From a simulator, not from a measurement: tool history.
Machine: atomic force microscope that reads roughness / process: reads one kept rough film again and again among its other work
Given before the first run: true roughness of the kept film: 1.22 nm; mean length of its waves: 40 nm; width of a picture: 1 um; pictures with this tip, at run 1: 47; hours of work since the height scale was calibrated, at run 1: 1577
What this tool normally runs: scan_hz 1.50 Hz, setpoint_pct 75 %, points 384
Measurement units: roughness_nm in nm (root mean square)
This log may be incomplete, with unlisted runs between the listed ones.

run     day  scan_hz  setpoint_pct  points  pictures with this tip  hours of work since the height scale was calibrated  roughness_nm
  1   0.000     1.50            75     384                      47                                                 1577         1.026
  2   1.654     1.50            75     384                     104                                                 1608         0.998
  3   3.292     1.50            89     384                     161                                                 1640         0.895
  4   5.071     1.50            75     384                     222                                                 1674         0.966
      5.625  -- height scale calibrated on a step standard
  5   7.283     1.50            75     384                     297                                                   32         0.983
      7.854  -- new tip fitted
  6   9.088     1.50            75     645                      43                                                   66         1.054
  7  11.354     1.50            75     645                     121                                                  109         1.033
  8  13.788     1.50            75     384                     205                                                  155         0.996
  9  15.492     1.50            75     384                     263                                                  188         0.975
     17.058  -- new tip fitted
 10  18.129     1.50            68     384                      37                                                  237         1.075
 11  20.929     2.54            75     384                     133                                                  291         0.945
 12  23.617     2.54            75     384                     226                                                  342         0.931
 13  24.871     2.54            75     384                     269                                                  366         0.925
     26.238  -- new tip fitted
 14  26.238     2.54            75     384                       0                                                  392         0.996
 15  28.454     2.54            75     384                      76                                                  434         0.963
 16  29.796     2.54            75     384                     122                                                  459         0.961
 17  31.496     2.54            75     384                     181                                                  492         0.933
 18  33.996     2.54            75     384                     267                                                  539         0.910
     35.488  -- new tip fitted
 19  35.525     2.54            75     384                       1                                                  568         0.993
 20  37.917     1.50            75     939                      84                                                  614         1.035
 21  40.283     1.50            75     939                     165                                                  659         1.015
 22  41.562     1.50            75     384                     210                                                  683         1.000
 23  43.075     1.50            75     384                     262                                                  712         0.978
 24  44.488     1.50            75     384                     310                                                  739         0.970
     44.671  -- new tip fitted
 25  46.312     1.50            75     384                      57                                                  773         1.031
 26  48.992     1.50            75     384                     149                                                  824         1.002
 27  50.608     1.75            86     754                     205                                                  855         0.907
 28  53.038     0.53            66     606                     289                                                  901         1.062
     53.854  -- new tip fitted
 29  55.417     0.53            66     606                      54                                                  946         1.122
 30  56.842     0.53            66     606                     103                                                  974         1.122
 31  58.408     0.99            87     471                     157                                                 1003         0.979
 32  60.104     0.99            87     471                     216                                                 1036         0.962
 33  61.854     1.02            63     338                     276                                                 1069         1.027
     63.067  -- new tip fitted
 34  63.067     1.02            63     338                       0                                                 1092         1.115
 35  65.575     2.75            75     972                      87                                                 1140         0.937
 36  67.262     2.75            75     972                     145                                                 1172         0.941
 37  68.433     1.10            75     785                     185                                                 1194         1.016
 38  70.421     1.50            75     635                     254                                                 1232         0.976
 39  72.121     0.79            69     384                     313                                                 1264         1.021
     72.400  -- new tip fitted
 40  74.779     2.72            75     663                      82                                                 1314         0.954
 41  76.479     2.72            69     446                     140                                                 1347         0.983
 42  77.933     2.72            69     446                     190                                                 1375         0.956

Run 43 has not been measured yet. What should we expect?
 43  79.371     2.93            73     372                     240                                                 1402             ?

Run 43 gave roughness_nm 0.907 nm (root mean square).
The same run, on a tool lacking any hidden state, would have yielded roughness_nm 0.988 nm (root mean square).
